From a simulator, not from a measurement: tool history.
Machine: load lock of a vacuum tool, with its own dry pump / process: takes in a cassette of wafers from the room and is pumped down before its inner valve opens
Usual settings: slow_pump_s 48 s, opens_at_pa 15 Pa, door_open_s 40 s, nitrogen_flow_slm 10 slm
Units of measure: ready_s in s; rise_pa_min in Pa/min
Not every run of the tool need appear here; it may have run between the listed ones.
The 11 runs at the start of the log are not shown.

| run | day | slow_pump_s | opens_at_pa | door_open_s | nitrogen_flow_slm | hours that the pump has run since its overhaul | times that the door has closed on its seal | incoming humidity of the room's air, % | ready_s | rise_pa_min |
|---|---|---|---|---|---|---|---|---|---|---|
| 12 | 82.158 | 48 | 15 | 40 | 10 | 2469 | 11949 | 44.2 | 115.5 | 0.214 |
| 13 | 88.188 | 48 | 15 | 40 | 10 | 2613 | 12650 | 42.0 | 117.3 | 0.238 |
| 14 | 93.304 | 48 | 15 | 40 | 10 | 2736 | 13244 | 46.0 | 116.9 | 0.259 |
| 15 | 105.179 | 48 | 15 | 40 | 10 | 3021 | 14623 | 47.8 | 117.7 | 0.303 |
| 16 | 112.612 | 48 | 15 | 40 | 10 | 3200 | 15487 | 46.7 | 116.0 | 0.340 |
| 17 | 123.296 | 48 | 20 | 157 | 10 | 3456 | 16728 | 45.1 | 114.9 | 0.379 |
| 18 | 134.671 | 71 | 13 | 212 | 5 | 3729 | 18049 | 44.0 | 135.2 | 0.428 |
| 19 | 141.404 | 71 | 13 | 212 | 5 | 3891 | 18831 | 39.8 | 136.0 | 0.460 |
| 20 | 147.504 | 71 | 13 | 212 | 5 | 4037 | 19540 | 43.0 | 136.6 | 0.507 |
| 21 | 158.638 | 48 | 12 | 100 | 10 | 4304 | 20833 | 44.8 | 120.4 | 0.546 |
| 22 | 164.825 | 93 | 12 | 100 | 6 | 4453 | 21552 | 43.3 | 153.7 | 0.581 |
| 23 | 175.371 | 48 | 13 | 40 | 43 | 4706 | 22777 | 41.7 | 119.2 | 0.622 |

What does the tool deliver on the next run?
| 24 | 180.438 | 48 | 13 | 40 | 43 | 4827 | 23366 | 43.2 | ? | ? |

ready_s: 120.6 s
rise_pa_min: 0.660 Pa/min
The same run, on a tool lacking any hidden state, would have yielded ready_s 114.0 s, rise_pa_min 0.005 Pa/min.
